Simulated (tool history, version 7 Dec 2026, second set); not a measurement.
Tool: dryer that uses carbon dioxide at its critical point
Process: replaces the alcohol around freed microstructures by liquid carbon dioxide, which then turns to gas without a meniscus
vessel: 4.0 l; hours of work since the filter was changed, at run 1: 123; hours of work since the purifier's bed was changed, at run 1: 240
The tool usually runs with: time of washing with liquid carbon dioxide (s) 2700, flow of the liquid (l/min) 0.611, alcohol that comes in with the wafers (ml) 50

run	hour	time of washing with liquid carbon dioxide (s)	flow of the liquid (l/min)	alcohol that comes in with the wafers (ml)	hours of work since the filter was changed	hours of work since the purifier's bed was changed	alcohol left in the vessel before it's heated (ppm by volume)
1	0.0	2700	0.611	50	123	240	88
2	13.2	2700	0.611	50	133	250	100
3	35.4	2700	0.611	50	150	267	105
4	60.6	2700	0.611	50	169	287	108
# hour 78.5: inlet filter changed
5	81.1	2700	0.611	50	2	301	83
6	103.4	2700	0.611	50	19	319	91
7	130.4	2700	0.611	50	40	339	89
8	158.2	2700	0.611	50	61	361	88
9	183.3	2700	0.611	50	80	380	105
10	200.7	2700	0.611	50	93	393	98
11	217.1	2700	0.611	50	106	406	109
12	233.1	2700	0.928	50	118	418	74
13	255.1	2700	0.928	50	135	435	73
14	274.4	2700	0.928	50	150	449	90
15	293.4	3240	0.611	50	164	464	94
16	312.9	3240	0.611	50	179	479	100
# hour 318.2: inlet filter changed
17	336.5	1680	0.611	50	14	496	335
18	357.1	1680	0.611	50	30	512	358
19	375.5	3120	0.611	50	44	526	101
20	401.4	3120	0.611	50	64	546	113
21	423.7	2700	0.611	50	81	563	128
22	437.5	2700	0.611	50	91	573	127
23	459.3	2700	0.611	50	108	590	149
24	484.9	1860	0.611	50	128	610	374
25	502.4	1860	0.632	55	141	623	391
26	522.0	2700	0.559	35	156	638	167
27	548.7	2700	0.559	35	176	659	182
# hour 557.5: inlet filter changed
28	562.7	2280	0.705	68	4	668	155
29	581.5	3840	0.705	23	18	683	112
30	610.3	2700	0.646	50	40	705	144
31	632.5	2700	0.585	50	57	722	159
32	656.5	2700	0.585	50	76	740	180
33	668.7	1860	0.611	50	85	750	353
34	684.2	2280	0.611	50	97	761	226
35	710.3	2280	0.611	50	117	781	241
36	737.4	2280	0.611	50	138	802	248
37	749.8	2040	0.471	50	147	812	645
38	772.4	2040	0.471	50	164	829	678
# hour 797.6: inlet filter changed
39	797.6	2040	0.471	50	0	847	452
40	811.2	2700	0.439	119	10	858	466
41	836.0	2700	0.439	119	29	877	509
42	853.2	2400	0.735	119	43	890	198
43	869.1	1740	0.754	50	55	902	249
44	893.2	3180	0.940	26	73	921	168
45	917.9	2280	0.672	43	92	939	211

Estimate the outcome of run 46 from the log above:
46	940.8	2880	0.999	43	110	957	?

alcohol left in the vessel before it's heated (ppm by volume): 155
With no hidden state in the tool, this same run would have given alcohol left in the vessel before it's heated (ppm by volume) 0.
